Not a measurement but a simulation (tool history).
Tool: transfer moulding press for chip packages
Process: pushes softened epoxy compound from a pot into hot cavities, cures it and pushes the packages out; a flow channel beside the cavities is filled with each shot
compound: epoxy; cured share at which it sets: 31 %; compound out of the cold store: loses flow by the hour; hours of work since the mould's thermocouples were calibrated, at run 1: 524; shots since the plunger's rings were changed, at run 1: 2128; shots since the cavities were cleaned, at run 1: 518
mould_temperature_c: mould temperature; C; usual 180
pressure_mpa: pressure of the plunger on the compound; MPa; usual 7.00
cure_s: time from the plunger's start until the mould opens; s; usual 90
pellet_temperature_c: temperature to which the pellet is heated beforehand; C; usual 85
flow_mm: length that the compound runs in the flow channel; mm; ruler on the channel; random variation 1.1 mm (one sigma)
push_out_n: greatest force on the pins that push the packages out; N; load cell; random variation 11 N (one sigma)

run	hour	mould_temperature_c	pressure_mpa	cure_s	pellet_temperature_c	hours of work since the mould's thermocouples were calibrated	shots since the plunger's rings were changed	shots since the cavities were cleaned	incoming compound's hours out of the cold store	flow_mm	push_out_n
1	0.0	180	7.00	90	85	524	2128	518	19.5	758	908
2	47.3	180	7.00	90	85	548	2613	1003	11.4	796	1008
# hour 56.1: cavities cleaned with cleaning compound and waxed
# hour 100.6: plunger's sealing rings changed
3	100.6	180	5.34	90	85	573	0	431	11.5	716	840
4	149.5	180	5.34	90	85	597	500	931	16.9	686	971
# hour 167.1: cavities cleaned with cleaning compound and waxed
5	188.9	180	7.00	90	78	616	889	224	15.7	792	807
6	209.9	180	7.00	90	78	627	1103	438	10.8	814	910
7	234.5	180	7.00	90	85	639	1355	690	28.2	729	925
8	268.6	180	7.00	90	85	657	1705	1040	33.4	702	946
# hour 273.5: cavities cleaned with cleaning compound and waxed
9	305.1	180	7.00	90	81	674	2063	324	13.3	794	804
10	337.0	180	7.00	90	81	691	2389	650	41.3	667	855
# hour 349.0: mould's thermocouples calibrated
# hour 382.5: cavities cleaned with cleaning compound and waxed
11	386.5	180	7.00	90	81	18	2860	40	16.6	767	560
12	409.7	180	6.16	90	88	30	3098	278	11.8	741	718
# hour 414.9: plunger's sealing rings changed
13	455.7	180	6.16	90	88	52	418	724	43.8	626	838
14	486.9	180	6.16	90	88	68	738	1044	13.1	750	899
# hour 492.7: cavities cleaned with cleaning compound and waxed
15	518.7	180	6.16	90	88	83	1048	266	34.9	655	688
16	541.4	184	7.00	90	90	94	1280	498	43.2	654	668

Hidden state or all else? Some run-to-run changes of flow_mm, split into what the settings, what came in and random variation would give without the hidden state, and what is left for the hidden state (with any gauge scatter that isn't in both results):
The hidden state here: true mould temperature over the reading, C; pressure that reaches the compound, % of what is set; grip of the stained cavities, % over clean ones'; drift of the gauge itself on flow_mm, %; drift of the gauge itself on push_out_n, %.
Run 2 -> 3: pressure_mpa 7.00 -> 5.34, cavities cleaned with cleaning compound and waxed, plunger's sealing rings changed. flow_mm -80 mm: hidden state +23, all else -103.
Run 9 -> 10: no setting changed, nothing entered. flow_mm -127 mm: hidden state +0, all else -127.

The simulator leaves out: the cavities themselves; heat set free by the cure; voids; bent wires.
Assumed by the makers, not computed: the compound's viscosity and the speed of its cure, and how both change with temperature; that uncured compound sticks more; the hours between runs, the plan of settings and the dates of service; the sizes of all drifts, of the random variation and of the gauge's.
